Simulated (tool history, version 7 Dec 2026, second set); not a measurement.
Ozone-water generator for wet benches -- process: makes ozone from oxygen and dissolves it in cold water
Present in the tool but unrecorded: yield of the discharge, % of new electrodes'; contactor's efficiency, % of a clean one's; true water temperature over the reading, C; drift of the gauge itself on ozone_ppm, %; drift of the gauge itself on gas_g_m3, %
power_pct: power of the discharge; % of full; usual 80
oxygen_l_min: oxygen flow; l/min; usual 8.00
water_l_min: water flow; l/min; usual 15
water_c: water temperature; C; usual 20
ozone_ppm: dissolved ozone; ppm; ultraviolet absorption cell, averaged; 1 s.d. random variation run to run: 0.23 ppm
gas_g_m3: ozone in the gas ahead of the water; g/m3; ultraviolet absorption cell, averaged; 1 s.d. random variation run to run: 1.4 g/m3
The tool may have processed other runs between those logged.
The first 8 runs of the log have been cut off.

| run | hour | power_pct | oxygen_l_min | water_l_min | water_c | hours of work since the electrodes were changed | hours of work since the contactor was cleaned | hours of work since the thermometer was calibrated | ozone_ppm | gas_g_m3 |
|---|---|---|---|---|---|---|---|---|---|---|
| 9 | 1190.3 | 80 | 8.00 | 17 | 20 | 1827 | 2020 | 912 | 29.0 | 249.5 |
| 10 | 1321.2 | 80 | 8.00 | 17 | 20 | 1926 | 2118 | 1011 | 28.5 | 248.2 |
| 11 | 1414.5 | 80 | 8.00 | 15 | 22 | 1997 | 2189 | 1081 | 30.1 | 248.6 |
| 12 | 1552.9 | 49 | 8.00 | 15 | 20 | 2101 | 2293 | 1186 | 21.1 | 164.3 |
| 13 | 1748.8 | 49 | 8.00 | 15 | 20 | 2249 | 2441 | 1334 | 20.9 | 163.1 |
| 14 | 1911.0 | 80 | 5.10 | 15 | 20 | 2372 | 2564 | 1456 | 34.7 | 325.8 |
| 15 | 2054.2 | 80 | 5.10 | 15 | 20 | 2480 | 2672 | 1564 | 34.1 | 326.3 |
| 16 | 2215.3 | 80 | 8.76 | 15 | 20 | 2602 | 2794 | 1686 | 30.1 | 229.7 |
| 17 | 2397.0 | 80 | 8.76 | 15 | 20 | 2739 | 2931 | 1823 | 29.6 | 226.0 |
|  | 2416.6 | contactor cleaned |
| 18 | 2550.9 | 81 | 8.00 | 15 | 14 | 2852 | 101 | 1936 | 33.8 | 241.2 |
| 19 | 2663.0 | 80 | 8.00 | 15 | 17 | 2937 | 186 | 2021 | 31.6 | 235.4 |
| 20 | 2843.1 | 93 | 8.00 | 15 | 17 | 3073 | 322 | 2157 | 35.3 | 267.0 |
| 21 | 3010.3 | 93 | 8.00 | 17 | 17 | 3199 | 448 | 2283 | 31.7 | 264.3 |
| 22 | 3132.2 | 93 | 8.00 | 17 | 17 | 3291 | 541 | 2376 | 31.6 | 262.8 |
| 23 | 3249.3 | 40 | 8.00 | 15 | 21 | 3380 | 629 | 2464 | 16.5 | 135.7 |
|  | 3412.9 | contactor cleaned, once more |
| 24 | 3441.0 | 43 | 8.00 | 15 | 26 | 3522 | 21 | 2606 | 16.0 | 142.9 |
| 25 | 3554.1 | 43 | 8.00 | 15 | 26 | 3607 | 107 | 2691 | 16.0 | 142.5 |
| 26 | 3740.7 | 69 | 6.09 | 12 | 17 | 3748 | 248 | 2832 | 35.5 | 242.9 |
| 27 | 3843.0 | 69 | 6.09 | 12 | 17 | 3825 | 325 | 2909 | 35.2 | 241.4 |
| 28 | 3974.6 | 47 | 5.70 | 12 | 17 | 3925 | 424 | 3009 | 26.6 | 188.5 |
| 29 | 4131.2 | 79 | 5.92 | 19 | 14 | 4043 | 543 | 3127 | 27.9 | 271.3 |
| 30 | 4256.5 | 80 | 8.00 | 14 | 16 | 4138 | 637 | 3222 | 32.9 | 225.7 |
| 31 | 4422.7 | 80 | 8.00 | 14 | 13 | 4263 | 763 | 3347 | 34.5 | 223.6 |
| 32 | 4580.3 | 80 | 7.14 | 18 | 13 | 4382 | 882 | 3466 | 28.5 | 241.4 |
|  | 4663.5 | water thermometer calibrated |
| 33 | 4776.6 | 53 | 9.34 | 10 | 13 | 4530 | 1030 | 85 | 30.7 | 146.2 |

Below are 3 alternative next runs, each starting from the tool's condition after run 33. Predict each:
| A | 4970.7 | 99 | 8.00 | 15 | 14 | 4677 | 1176 | 232 | ? | ? |
| B | 4970.7 | 80 | 9.57 | 15 | 14 | 4677 | 1176 | 232 | ? | ? |
| C | 4970.7 | 75 | 8.00 | 15 | 26 | 4677 | 1176 | 232 | ? | ? |

| run | ozone_ppm | gas_g_m3 |
|---|---|---|
| A | 37.3 | 255.1 |
| B | 30.4 | 194.4 |
| C | 23.7 | 208.0 |
Without the tool's hidden state the same runs would have given:
| run | ozone_ppm | gas_g_m3 |
|---|---|---|
| A | 47.5 | 320.2 |
| B | 37.6 | 236.9 |
| C | 29.0 | 250.8 |
